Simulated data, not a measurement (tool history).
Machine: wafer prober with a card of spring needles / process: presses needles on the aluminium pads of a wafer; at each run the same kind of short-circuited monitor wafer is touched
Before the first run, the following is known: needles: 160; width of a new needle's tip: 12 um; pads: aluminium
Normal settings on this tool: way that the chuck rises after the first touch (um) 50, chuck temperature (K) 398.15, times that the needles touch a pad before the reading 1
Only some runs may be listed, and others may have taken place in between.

| run | hour | way that the chuck rises after the first touch (um) | chuck temperature (K) | times that the needles touch a pad before the reading | resistance of one needle with its contact and lead (mohm) | way that a needle slides on the pad (um) |
|---|---|---|---|---|---|---|
| 1 | 0.0 | 50 | 398.15 | 1 | 242 | 7.33 |
|  | 5.5 | tips cleaned on abrasive film |
|  | 14.5 | tips cleaned on abrasive film |
|  | 23.6 | tips cleaned on abrasive film |
|  | 30.8 | tips cleaned on abrasive film |
|  | 39.9 | tips cleaned on abrasive film |
|  | 48.9 | tips cleaned on abrasive film |
|  | 56.2 | tips cleaned on abrasive film |
|  | 63.5 | tips cleaned on abrasive film |
| 2 | 69.5 | 50 | 398.15 | 1 | 331 | 7.24 |
|  | 71.4 | tips cleaned on abrasive film |
|  | 80.5 | tips cleaned on abrasive film |
|  | 89.5 | tips cleaned on abrasive film |
|  | 98.6 | tips cleaned on abrasive film |
|  | 110.6 | card fitted with new needles |
|  | 117.8 | tips cleaned on abrasive film |
|  | 126.9 | tips cleaned on abrasive film |
|  | 134.2 | tips cleaned on abrasive film |
|  | 143.2 | tips cleaned on abrasive film |
|  | 150.5 | tips cleaned on abrasive film |
| 3 | 153.1 | 50 | 350.15 | 1 | 163 | 7.28 |
|  | 158.6 | tips cleaned on abrasive film |
|  | 167.6 | tips cleaned on abrasive film |
|  | 174.9 | tips cleaned on abrasive film |
|  | 183.9 | tips cleaned on abrasive film |
|  | 193.0 | tips cleaned on abrasive film |
|  | 200.2 | tips cleaned on abrasive film |
|  | 207.5 | tips cleaned on abrasive film |
| 4 | 214.1 | 50 | 350.15 | 1 | 198 | 7.21 |
|  | 216.0 | tips cleaned on abrasive film |
|  | 223.2 | tips cleaned on abrasive film |
|  | 230.5 | tips cleaned on abrasive film |
|  | 236.2 | height of the first contact set anew |
|  | 239.8 | tips cleaned on abrasive film |
|  | 247.1 | tips cleaned on abrasive film |
|  | 254.4 | tips cleaned on abrasive film |
|  | 263.4 | tips cleaned on abrasive film |
|  | 270.7 | tips cleaned on abrasive film |
|  | 279.7 | tips cleaned on abrasive film |
| 5 | 280.2 | 50 | 350.15 | 2 | 139 | 6.97 |
|  | 287.5 | tips cleaned on abrasive film |
|  | 296.5 | tips cleaned on abrasive film |
|  | 303.8 | tips cleaned on abrasive film |
|  | 312.8 | tips cleaned on abrasive film |
|  | 320.1 | tips cleaned on abrasive film |
|  | 329.1 | tips cleaned on abrasive film |
|  | 336.4 | tips cleaned on abrasive film |
| 6 | 337.0 | 50 | 350.15 | 1 | 146 | 6.87 |
|  | 344.2 | tips cleaned on abrasive film |
|  | 351.5 | tips cleaned on abrasive film |
|  | 358.8 | tips cleaned on abrasive film |
|  | 360.8 | height of the first contact set anew |
|  | 368.1 | tips cleaned on abrasive film |
|  | 377.2 | tips cleaned on abrasive film |
|  | 384.4 | tips cleaned on abrasive film |
|  | 391.7 | tips cleaned on abrasive film |
|  | 400.7 | tips cleaned on abrasive film |
| 7 | 406.7 | 50 | 398.15 | 1 | 194 | 7.31 |
|  | 408.6 | tips cleaned on abrasive film |
|  | 415.9 | tips cleaned on abrasive film |
|  | 424.9 | tips cleaned on abrasive film |
|  | 434.0 | tips cleaned on abrasive film |
|  | 443.0 | tips cleaned on abrasive film |
|  | 450.3 | tips cleaned on abrasive film |
|  | 457.8 | height of the first contact set anew, once more |
|  | 459.7 | tips cleaned on abrasive film |
|  | 466.9 | tips cleaned on abrasive film |
| 8 | 467.7 | 50 | 398.15 | 1 | 155 | 7.35 |
|  | 474.9 | tips cleaned on abrasive film |
|  | 484.0 | tips cleaned on abrasive film |
|  | 491.3 | tips cleaned on abrasive film |
|  | 498.5 | tips cleaned on abrasive film |
|  | 507.6 | tips cleaned on abrasive film |
|  | 514.8 | tips cleaned on abrasive film |
|  | 522.7 | tips cleaned on abrasive film |
| 9 | 522.7 | 46 | 398.15 | 1 | 145 | 6.62 |
|  | 529.9 | tips cleaned on abrasive film |
|  | 537.2 | tips cleaned on abrasive film |
|  | 544.4 | tips cleaned on abrasive film |
|  | 553.5 | tips cleaned on abrasive film |
| 10 | 560.0 | 46 | 398.15 | 1 | 215 | 6.63 |
|  | 561.9 | tips cleaned on abrasive film |
|  | 571.0 | tips cleaned on abrasive film |
|  | 580.0 | tips cleaned on abrasive film |
|  | 583.9 | height of the first contact set anew |
|  | 587.6 | tips cleaned on abrasive film |
|  | 596.6 | tips cleaned on abrasive film |
|  | 603.9 | tips cleaned on abrasive film |
|  | 611.2 | tips cleaned on abrasive film |
| 11 | 613.4 | 50 | 329.15 | 1 | 162 | 7.29 |
|  | 618.8 | tips cleaned on abrasive film |
|  | 627.9 | tips cleaned on abrasive film |
|  | 635.1 | tips cleaned on abrasive film |
|  | 644.2 | tips cleaned on abrasive film |
|  | 651.5 | tips cleaned on abrasive film |
|  | 660.5 | tips cleaned on abrasive film |
|  | 669.6 | tips cleaned on abrasive film |
|  | 676.8 | tips cleaned on abrasive film |
|  | 685.9 | tips cleaned on abrasive film |
| 12 | 688.4 | 41 | 377.15 | 1 | 203 | 5.85 |
|  | 693.9 | tips cleaned on abrasive film |
|  | 702.9 | tips cleaned on abrasive film |
|  | 708.6 | height of the first contact set anew |
|  | 710.5 | tips cleaned on abrasive film |
|  | 719.5 | tips cleaned on abrasive film |
|  | 726.8 | tips cleaned on abrasive film |
|  | 734.1 | tips cleaned on abrasive film |
|  | 743.1 | tips cleaned on abrasive film |
| 13 | 743.4 | 41 | 377.15 | 2 | 148 | 5.94 |
|  | 750.7 | tips cleaned on abrasive film |
|  | 759.8 | tips cleaned on abrasive film |
|  | 767.0 | tips cleaned on abrasive film |
|  | 776.1 | tips cleaned on abrasive film |
|  | 783.3 | tips cleaned on abrasive film |
|  | 792.4 | tips cleaned on abrasive film |
| 14 | 795.8 | 61 | 309.15 | 1 | 167 | 8.82 |
|  | 801.3 | tips cleaned on abrasive film |
|  | 810.3 | tips cleaned on abrasive film |
|  | 817.6 | tips cleaned on abrasive film |
|  | 826.6 | tips cleaned on abrasive film |
|  | 834.1 | height of the first contact set anew |
|  | 836.0 | tips cleaned on abrasive film |
|  | 845.0 | tips cleaned on abrasive film |
|  | 852.3 | tips cleaned on abrasive film |
|  | 859.6 | tips cleaned on abrasive film |
|  | 867.2 | tips cleaned on abrasive film |
| 15 | 867.2 | 67 | 309.15 | 2 | 123 | 9.79 |
|  | 876.2 | tips cleaned on abrasive film |
|  | 883.5 | tips cleaned on abrasive film |
|  | 892.6 | tips cleaned on abrasive film |
| 16 | 899.4 | 67 | 309.15 | 2 | 156 | 9.77 |
|  | 901.3 | tips cleaned on abrasive film |
|  | 908.6 | tips cleaned on abrasive film |
|  | 917.6 | tips cleaned on abrasive film |
|  | 926.7 | tips cleaned on abrasive film |
|  | 933.9 | tips cleaned on abrasive film |
| 17 | 934.2 | 31 | 361.15 | 2 | 160 | 4.42 |
|  | 941.5 | tips cleaned on abrasive film |
|  | 948.7 | tips cleaned on abrasive film |
|  | 957.8 | tips cleaned on abrasive film |
|  | 959.9 | height of the first contact set anew |
|  | 967.1 | tips cleaned on abrasive film |
|  | 974.4 | tips cleaned on abrasive film |
|  | 983.4 | tips cleaned on abrasive film |
| 18 | 987.3 | 31 | 380.15 | 2 | 237 | 4.56 |
|  | 991.0 | tips cleaned on abrasive film |
|  | 998.2 | tips cleaned on abrasive film |
|  | 1007.3 | tips cleaned on abrasive film |
|  | 1016.3 | tips cleaned on abrasive film |
|  | 1024.5 | tips cleaned on abrasive film |
| 19 | 1024.5 | 31 | 380.15 | 1 | 170 | 4.44 |
|  | 1031.7 | tips cleaned on abrasive film |
|  | 1039.0 | tips cleaned on abrasive film |
|  | 1048.0 | tips cleaned on abrasive film |
|  | 1057.1 | tips cleaned on abrasive film |
|  | 1066.1 | tips cleaned on abrasive film |
| 20 | 1072.6 | 31 | 380.15 | 1 | 360 | 4.36 |
|  | 1074.5 | tips cleaned on abrasive film |
|  | 1081.8 | tips cleaned on abrasive film |
|  | 1085.6 | height of the first contact set anew |
|  | 1089.3 | tips cleaned on abrasive film |
|  | 1096.6 | tips cleaned on abrasive film |
|  | 1105.6 | tips cleaned on abrasive film |
|  | 1112.9 | tips cleaned on abrasive film |
|  | 1122.0 | tips cleaned on abrasive film |
|  | 1129.2 | tips cleaned on abrasive film |
|  | 1136.5 | tips cleaned on abrasive film |
| 21 | 1139.2 | 45 | 380.15 | 1 | 205 | 6.53 |

Branching from run 21: 4 alternative next runs. What would each branch give?
|  | 1144.6 | tips cleaned on abrasive film |
|  | 1151.9 | tips cleaned on abrasive film |
|  | 1159.2 | tips cleaned on abrasive film |
|  | 1168.2 | tips cleaned on abrasive film |
|  | 1177.3 | tips cleaned on abrasive film |
|  | 1184.5 | tips cleaned on abrasive film |
|  | 1193.6 | tips cleaned on abrasive film |
|  | 1200.8 | tips cleaned on abrasive film |
| A | 1205.2 | 50 | 325.15 | 1 | ? | ? |
|  | 1144.6 | tips cleaned on abrasive film |
|  | 1151.9 | tips cleaned on abrasive film |
|  | 1159.2 | tips cleaned on abrasive film |
|  | 1168.2 | tips cleaned on abrasive film |
|  | 1177.3 | tips cleaned on abrasive film |
|  | 1184.5 | tips cleaned on abrasive film |
|  | 1193.6 | tips cleaned on abrasive film |
|  | 1200.8 | tips cleaned on abrasive film |
| B | 1205.2 | 45 | 320.15 | 3 | ? | ? |
|  | 1144.6 | tips cleaned on abrasive film |
|  | 1151.9 | tips cleaned on abrasive film |
|  | 1159.2 | tips cleaned on abrasive film |
|  | 1168.2 | tips cleaned on abrasive film |
|  | 1177.3 | tips cleaned on abrasive film |
|  | 1184.5 | tips cleaned on abrasive film |
|  | 1193.6 | tips cleaned on abrasive film |
|  | 1200.8 | tips cleaned on abrasive film |
| C | 1205.2 | 33 | 378.15 | 1 | ? | ? |
|  | 1144.6 | tips cleaned on abrasive film |
|  | 1151.9 | tips cleaned on abrasive film |
|  | 1159.2 | tips cleaned on abrasive film |
|  | 1168.2 | tips cleaned on abrasive film |
|  | 1177.3 | tips cleaned on abrasive film |
|  | 1184.5 | tips cleaned on abrasive film |
|  | 1193.6 | tips cleaned on abrasive film |
|  | 1200.8 | tips cleaned on abrasive film |
| D | 1205.2 | 59 | 380.15 | 2 | ? | ? |

| run | resistance of one needle with its contact and lead (mohm) | way that a needle slides on the pad (um) |
|---|---|---|
| A | 213 | 7.16 |
| B | 169 | 6.42 |
| C | 321 | 4.67 |
| D | 168 | 8.52 |
With no hidden state in the tool, these same runs would have given:
| run | resistance of one needle with its contact and lead (mohm) | way that a needle slides on the pad (um) |
|---|---|---|
| A | 125 | 7.36 |
| B | 127 | 6.62 |
| C | 142 | 4.87 |
| D | 130 | 8.72 |

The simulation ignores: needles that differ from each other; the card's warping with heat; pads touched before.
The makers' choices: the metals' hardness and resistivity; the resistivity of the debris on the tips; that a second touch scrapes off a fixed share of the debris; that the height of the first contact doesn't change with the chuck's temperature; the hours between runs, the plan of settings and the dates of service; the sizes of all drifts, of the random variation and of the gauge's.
